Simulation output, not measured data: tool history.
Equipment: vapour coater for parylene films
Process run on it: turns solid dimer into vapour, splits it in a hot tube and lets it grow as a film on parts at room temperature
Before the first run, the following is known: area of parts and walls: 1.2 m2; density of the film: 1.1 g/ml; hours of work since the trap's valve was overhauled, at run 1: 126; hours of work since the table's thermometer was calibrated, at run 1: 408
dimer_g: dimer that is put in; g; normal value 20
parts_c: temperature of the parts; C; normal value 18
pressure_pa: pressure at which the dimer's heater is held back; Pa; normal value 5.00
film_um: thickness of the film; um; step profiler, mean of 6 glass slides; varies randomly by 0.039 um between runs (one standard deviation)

run	day	dimer_g	parts_c	pressure_pa	hours of work since the trap's valve was overhauled	hours of work since the table's thermometer was calibrated	film_um
1	0.000	20	18	5.00	126	408	9.22
2	2.288	20	18	5.00	169	452	9.12
3	4.192	20	18	5.00	206	488	9.15
4	5.858	20	18	5.00	238	520	9.07
5	8.196	20	18	5.00	283	565	9.04
6	9.296	20	18	5.00	304	586	8.99
# day 9.462: table's thermometer calibrated
7	10.875	20	18	5.00	333	27	8.97
8	12.279	20	18	5.00	360	54	8.98
9	13.546	20	18	5.00	384	78	8.94
# day 14.875: table's thermometer calibrated, once more
10	15.696	20	18	5.00	425	16	8.65
# day 17.325: trap's valve overhauled
11	17.325	24	10	5.44	0	44	16.32
12	18.300	8	21	5.00	19	62	3.19
13	19.483	20	18	2.88	41	85	10.29
14	21.633	20	16	6.37	83	126	9.72
15	22.812	20	16	6.37	105	149	9.71
16	24.488	18	15	6.37	137	181	9.07
17	25.792	18	15	6.37	162	206	9.08
18	27.012	14	19	3.25	186	229	6.57
19	28.646	14	19	9.99	217	261	5.27
20	29.842	16	23	5.00	240	284	5.63

Predict each of these 3 candidate next runs independently; none follows another, all start after run 20:
A	32.012	21	14	9.70	282	325	?
B	32.012	16	13	10.85	282	325	?
C	32.012	20	18	3.13	282	325	?

run	film_um
A	10.16
B	7.85
C	9.80
What these runs would have given with no unlogged condition in the tool:
run	film_um
A	10.66
B	8.24
C	10.29
